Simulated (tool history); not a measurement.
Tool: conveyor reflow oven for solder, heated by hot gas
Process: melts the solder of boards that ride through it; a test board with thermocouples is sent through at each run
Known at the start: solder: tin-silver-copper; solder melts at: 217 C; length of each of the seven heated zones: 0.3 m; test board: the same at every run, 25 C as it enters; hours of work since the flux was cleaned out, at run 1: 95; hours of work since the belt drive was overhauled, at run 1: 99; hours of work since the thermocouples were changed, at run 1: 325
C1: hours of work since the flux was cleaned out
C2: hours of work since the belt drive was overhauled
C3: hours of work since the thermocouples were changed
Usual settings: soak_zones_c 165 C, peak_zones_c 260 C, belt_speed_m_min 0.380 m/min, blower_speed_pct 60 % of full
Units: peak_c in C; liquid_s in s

run 1 hour=0.0 | soak_zones_c=165 peak_zones_c=260 belt_speed_m_min=0.380 blower_speed_pct=60 | C1=95 C2=99 C3=325 | peak_c=243.9 liquid_s=59.2
run 2 hour=24.5 | soak_zones_c=165 peak_zones_c=260 belt_speed_m_min=0.402 blower_speed_pct=60 | C1=105 C2=110 C3=336 | peak_c=242.1 liquid_s=52.7
run 3 hour=37.2 | soak_zones_c=165 peak_zones_c=260 belt_speed_m_min=0.380 blower_speed_pct=64 | C1=111 C2=116 C3=341 | peak_c=245.0 liquid_s=60.8
run 4 hour=64.8 | soak_zones_c=165 peak_zones_c=260 belt_speed_m_min=0.380 blower_speed_pct=64 | C1=123 C2=128 C3=353 | peak_c=244.7 liquid_s=60.9
run 5 hour=89.2 | soak_zones_c=165 peak_zones_c=260 belt_speed_m_min=0.380 blower_speed_pct=64 | C1=134 C2=139 C3=364 | peak_c=244.8 liquid_s=60.5
run 6 hour=109.9 | soak_zones_c=165 peak_zones_c=268 belt_speed_m_min=0.380 blower_speed_pct=64 | C1=143 C2=148 C3=373 | peak_c=252.5 liquid_s=67.3
run 7 hour=133.2 | soak_zones_c=165 peak_zones_c=268 belt_speed_m_min=0.380 blower_speed_pct=64 | C1=153 C2=158 C3=383 | peak_c=251.8 liquid_s=67.7
run 8 hour=157.7 | soak_zones_c=165 peak_zones_c=268 belt_speed_m_min=0.380 blower_speed_pct=64 | C1=164 C2=169 C3=394 | peak_c=251.9 liquid_s=67.9
run 9 hour=176.8 | soak_zones_c=165 peak_zones_c=268 belt_speed_m_min=0.380 blower_speed_pct=64 | C1=173 C2=177 C3=403 | peak_c=252.0 liquid_s=67.5
run 10 hour=201.2 | soak_zones_c=165 peak_zones_c=260 belt_speed_m_min=0.408 blower_speed_pct=60 | C1=183 C2=188 C3=413 | peak_c=241.5 liquid_s=51.0
run 11 hour=214.4 | soak_zones_c=165 peak_zones_c=260 belt_speed_m_min=0.380 blower_speed_pct=64 | C1=189 C2=194 C3=419 | peak_c=245.4 liquid_s=60.5
run 12 hour=230.2 | soak_zones_c=165 peak_zones_c=260 belt_speed_m_min=0.380 blower_speed_pct=64 | C1=196 C2=201 C3=426 | peak_c=245.0 liquid_s=60.7
run 13 hour=253.5 | soak_zones_c=165 peak_zones_c=260 belt_speed_m_min=0.380 blower_speed_pct=64 | C1=206 C2=211 C3=436 | peak_c=244.7 liquid_s=60.5
run 14 hour=267.0 | soak_zones_c=151 peak_zones_c=267 belt_speed_m_min=0.371 blower_speed_pct=76 | C1=212 C2=217 C3=442 | peak_c=253.3 liquid_s=66.6
run 15 hour=294.2 | soak_zones_c=158 peak_zones_c=260 belt_speed_m_min=0.316 blower_speed_pct=56 | C1=224 C2=229 C3=454 | peak_c=246.9 liquid_s=74.1
-- hour=304.3 flux residue cleaned out of gas plates and filters
run 16 hour=325.1 | soak_zones_c=158 peak_zones_c=260 belt_speed_m_min=0.316 blower_speed_pct=56 | C1=9 C2=240 C3=466 | peak_c=247.1 liquid_s=74.4
run 17 hour=350.0 | soak_zones_c=150 peak_zones_c=253 belt_speed_m_min=0.316 blower_speed_pct=56 | C1=20 C2=251 C3=477 | peak_c=239.7 liquid_s=61.0
run 18 hour=371.4 | soak_zones_c=165 peak_zones_c=260 belt_speed_m_min=0.397 blower_speed_pct=60 | C1=30 C2=261 C3=486 | peak_c=242.6 liquid_s=53.9
run 19 hour=389.1 | soak_zones_c=160 peak_zones_c=260 belt_speed_m_min=0.397 blower_speed_pct=82 | C1=37 C2=269 C3=494 | peak_c=247.5 liquid_s=60.2
run 20 hour=414.2 | soak_zones_c=160 peak_zones_c=260 belt_speed_m_min=0.397 blower_speed_pct=65 | C1=48 C2=280 C3=505 | peak_c=243.1 liquid_s=54.0
run 21 hour=435.5 | soak_zones_c=165 peak_zones_c=269 belt_speed_m_min=0.380 blower_speed_pct=60 | C1=58 C2=289 C3=515 | peak_c=251.4 liquid_s=66.4
run 22 hour=447.4 | soak_zones_c=165 peak_zones_c=268 belt_speed_m_min=0.365 blower_speed_pct=88 | C1=63 C2=294 C3=520 | peak_c=258.4 liquid_s=78.0
run 23 hour=470.4 | soak_zones_c=165 peak_zones_c=268 belt_speed_m_min=0.365 blower_speed_pct=88 | C1=73 C2=304 C3=530 | peak_c=258.3 liquid_s=77.6
run 24 hour=493.0 | soak_zones_c=165 peak_zones_c=267 belt_speed_m_min=0.365 blower_speed_pct=80 | C1=83 C2=314 C3=540 | peak_c=256.3 liquid_s=75.7
run 25 hour=514.8 | soak_zones_c=172 peak_zones_c=260 belt_speed_m_min=0.380 blower_speed_pct=60 | C1=93 C2=324 C3=550 | peak_c=245.1 liquid_s=63.2

Forecast each of these 5 alternatives for the next run:
run A hour=532.0 | soak_zones_c=172 peak_zones_c=260 belt_speed_m_min=0.442 blower_speed_pct=60 | C1=100 C2=332 C3=557 | peak_c=? liquid_s=?
run B hour=532.0 | soak_zones_c=172 peak_zones_c=260 belt_speed_m_min=0.343 blower_speed_pct=67 | C1=100 C2=332 C3=557 | peak_c=? liquid_s=?
run C hour=532.0 | soak_zones_c=156 peak_zones_c=272 belt_speed_m_min=0.343 blower_speed_pct=60 | C1=100 C2=332 C3=557 | peak_c=? liquid_s=?
run D hour=532.0 | soak_zones_c=165 peak_zones_c=260 belt_speed_m_min=0.423 blower_speed_pct=65 | C1=100 C2=332 C3=557 | peak_c=? liquid_s=?
run E hour=532.0 | soak_zones_c=151 peak_zones_c=253 belt_speed_m_min=0.380 blower_speed_pct=60 | C1=100 C2=332 C3=557 | peak_c=? liquid_s=?

run=A peak_c=240.2 liquid_s=47.3
run=B peak_c=249.3 liquid_s=76.9
run=C peak_c=256.3 liquid_s=75.6
run=D peak_c=241.8 liquid_s=49.7
run=E peak_c=235.1 liquid_s=42.9
Without the tool's hidden state the same runs would have given:
run=A peak_c=240.3 liquid_s=47.3
run=B peak_c=249.4 liquid_s=77.0
run=C peak_c=256.4 liquid_s=75.6
run=D peak_c=241.9 liquid_s=49.8
run=E peak_c=235.2 liquid_s=43.0

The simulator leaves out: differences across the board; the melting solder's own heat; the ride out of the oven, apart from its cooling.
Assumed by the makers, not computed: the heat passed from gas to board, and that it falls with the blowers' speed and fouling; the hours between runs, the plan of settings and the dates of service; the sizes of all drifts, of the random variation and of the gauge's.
